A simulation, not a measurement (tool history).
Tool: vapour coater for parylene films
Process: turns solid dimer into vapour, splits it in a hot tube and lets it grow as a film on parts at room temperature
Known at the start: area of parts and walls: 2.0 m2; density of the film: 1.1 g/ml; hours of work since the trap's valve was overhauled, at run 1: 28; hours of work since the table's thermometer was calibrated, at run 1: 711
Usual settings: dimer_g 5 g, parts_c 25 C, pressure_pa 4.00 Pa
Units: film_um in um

run	day	dimer_g	parts_c	pressure_pa	hours of work since the trap's valve was overhauled	hours of work since the table's thermometer was calibrated	film_um
1	0.000	5	25	4.00	28	711	1.182
2	1.612	5	25	4.00	49	731	1.174
3	3.533	5	31	4.00	74	756	0.971
4	5.204	5	31	4.00	95	777	0.959
5	6.092	5	31	4.00	106	789	0.964
6	7.875	5	31	4.00	129	811	0.975
7	9.571	5	33	4.00	151	833	0.909
8	11.542	4	33	4.00	176	858	0.720
9	12.571	4	33	4.00	189	872	0.721
10	14.183	4	33	4.00	210	892	0.726
11	15.250	4	33	2.94	224	906	0.738
12	16.554	5	25	4.00	240	923	1.151
13	17.642	5	25	4.00	254	936	1.155
14	18.642	5	25	4.00	267	949	1.159
15	19.979	5	25	4.00	284	966	1.157
16	21.592	5	25	4.00	305	987	1.149
17	23.071	5	25	4.00	324	1006	1.152
18	24.788	5	25	2.08	346	1028	1.199
19	26.108	5	25	2.08	363	1045	1.191
20	27.829	5	25	2.08	385	1067	1.191
21	28.958	5	25	2.08	399	1081	1.190
22	30.596	5	25	2.08	420	1102	1.189
23	32.279	5	26	4.00	442	1124	1.120
# day 32.604: trap's valve overhauled
# day 33.188: table's thermometer calibrated
24	33.967	5	26	4.00	17	10	1.125
25	35.796	5	25	10.25	40	33	1.105
26	37.392	2	25	2.26	61	54	0.480
27	38.283	2	25	9.46	72	65	0.442
28	39.379	4	36	2.08	86	79	0.678
29	41.279	4	36	2.08	111	104	0.684
30	43.121	6	29	9.54	134	127	1.155
31	44.783	5	20	4.00	155	148	1.347
32	45.667	4	36	4.00	167	160	0.666
33	47.171	5	28	5.59	186	179	1.018
34	48.125	5	28	5.59	198	191	1.025
35	49.879	5	18	2.81	221	214	1.448
36	51.538	5	18	2.81	242	235	1.460
37	52.771	5	18	2.81	258	251	1.460
38	54.554	6	33	7.44	280	274	1.012
39	56.529	8	30	3.33	306	299	1.566
40	58.042	8	30	3.33	325	318	1.571
41	59.767	8	30	3.33	347	340	1.568
42	61.146	9	36	9.44	365	358	1.387
43	62.371	8	18	11.62	381	374	2.121
44	64.379	5	24	3.53	406	399	1.168
45	65.750	5	24	3.53	424	417	1.186
46	66.696	8	18	11.09	436	429	2.125

Hidden state at the last listed run before each entry between runs and at the first one after, where it differs:
Between runs 23 and 24: trap's valve overhauled (day 32.604); table's thermometer calibrated (day 33.188)
  vapour lost through the trap's worn valve, %: 4.6 -> 0.4; true temperature of the parts over the reading, C: -1.09 -> -0.19
  measured less the result without the state, film_um: -0.014 -> +0.002 um
